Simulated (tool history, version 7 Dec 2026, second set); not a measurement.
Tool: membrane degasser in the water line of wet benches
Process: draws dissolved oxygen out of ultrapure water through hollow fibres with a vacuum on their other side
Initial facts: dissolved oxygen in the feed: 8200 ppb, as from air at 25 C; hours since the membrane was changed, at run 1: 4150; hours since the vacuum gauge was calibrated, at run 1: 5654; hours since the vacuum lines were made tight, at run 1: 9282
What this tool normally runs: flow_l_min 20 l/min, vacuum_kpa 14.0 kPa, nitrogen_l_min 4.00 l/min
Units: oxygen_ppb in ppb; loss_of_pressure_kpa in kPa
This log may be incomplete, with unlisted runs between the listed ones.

run	hour	flow_l_min	vacuum_kpa	nitrogen_l_min	hours since the membrane was changed	hours since the vacuum gauge was calibrated	hours since the vacuum lines were made tight	oxygen_ppb	loss_of_pressure_kpa
1	0.0	20	14.0	4.00	4150	5654	9282	140.8	40.52
2	170.5	20	14.0	4.00	4321	5824	9453	141.1	40.62
3	333.4	20	14.0	4.00	4483	5987	9616	142.0	40.80
4	531.3	27	14.0	4.00	4681	6185	9814	202.0	54.90
5	754.8	20	14.0	11.78	4905	6408	10037	52.7	40.68
6	930.2	20	14.0	7.99	5080	6584	10212	74.5	40.78
7	1064.5	20	14.0	7.99	5215	6718	10347	75.1	40.64
8	1290.4	20	14.0	7.99	5440	6944	10573	75.1	40.88
9	1468.6	20	14.0	4.00	5619	7122	10751	143.5	40.68
10	1598.0	20	11.8	4.00	5748	7252	10880	115.8	40.97
11	1775.5	20	11.8	4.00	5926	7429	11058	116.3	41.31
12	1945.6	20	11.8	4.00	6096	7599	11228	115.4	40.75
# hour 1997.3: vacuum gauge calibrated
13	2083.4	15	14.0	4.00	6233	86	11365	105.8	30.89
# hour 2257.6: seals of the vacuum lines changed
14	2282.7	29	14.0	2.95	6430	283	25	273.4	59.13
15	2440.0	17	14.0	10.18	6588	441	182	45.8	35.20
16	2665.4	25	13.6	8.94	6813	666	408	84.9	50.96
17	2777.1	25	13.6	8.94	6925	778	520	84.9	51.81
18	2913.0	14	31.3	9.26	7061	914	655	105.0	28.57
19	3027.8	14	31.3	9.26	7175	1029	770	105.9	28.63
20	3222.0	20	11.7	3.63	7370	1223	964	116.9	41.54
21	3446.8	21	27.3	4.90	7594	1448	1189	252.9	43.54
22	3621.5	21	27.3	4.90	7769	1622	1364	252.0	43.73
23	3737.4	28	27.3	11.15	7885	1738	1480	174.9	58.07
24	3913.0	27	14.0	5.19	8061	1914	1655	156.8	55.95
25	4105.5	27	14.0	5.19	8253	2106	1848	157.6	55.73

Measured result minus the same run's result without the hidden state. Both carry the same run-to-run variation, though not necessarily the same gauge scatter:
The hidden state here: membrane still open, %; true pressure behind the membrane over the reading, kPa; air that leaks in behind the membrane, l/min; drift of the gauge itself on oxygen_ppb, %; drift of the gauge itself on loss_of_pressure_kpa, %.
run	oxygen_ppb	loss_of_pressure_kpa
1	+8.7	+0.77
2	+8.9	+0.80
3	+9.2	+0.83
4	+11.8	+1.18
5	+4.0	+0.92
6	+5.6	+0.95
7	+5.8	+0.98
8	+5.9	+1.02
9	+10.5	+1.04
10	+9.4	+1.08
11	+9.5	+1.11
12	+9.7	+1.14
13	+6.9	+0.88
14	+3.7	+1.75
15	+0.2	+1.06
16	+2.6	+1.62
17	+2.6	+1.65
18	+0.6	+0.94
19	+0.7	+0.95
20	+1.4	+1.41
21	+2.6	+1.52
22	+3.0	+1.57
23	+6.0	+2.10
24	+5.5	+2.07
25	+5.8	+2.12
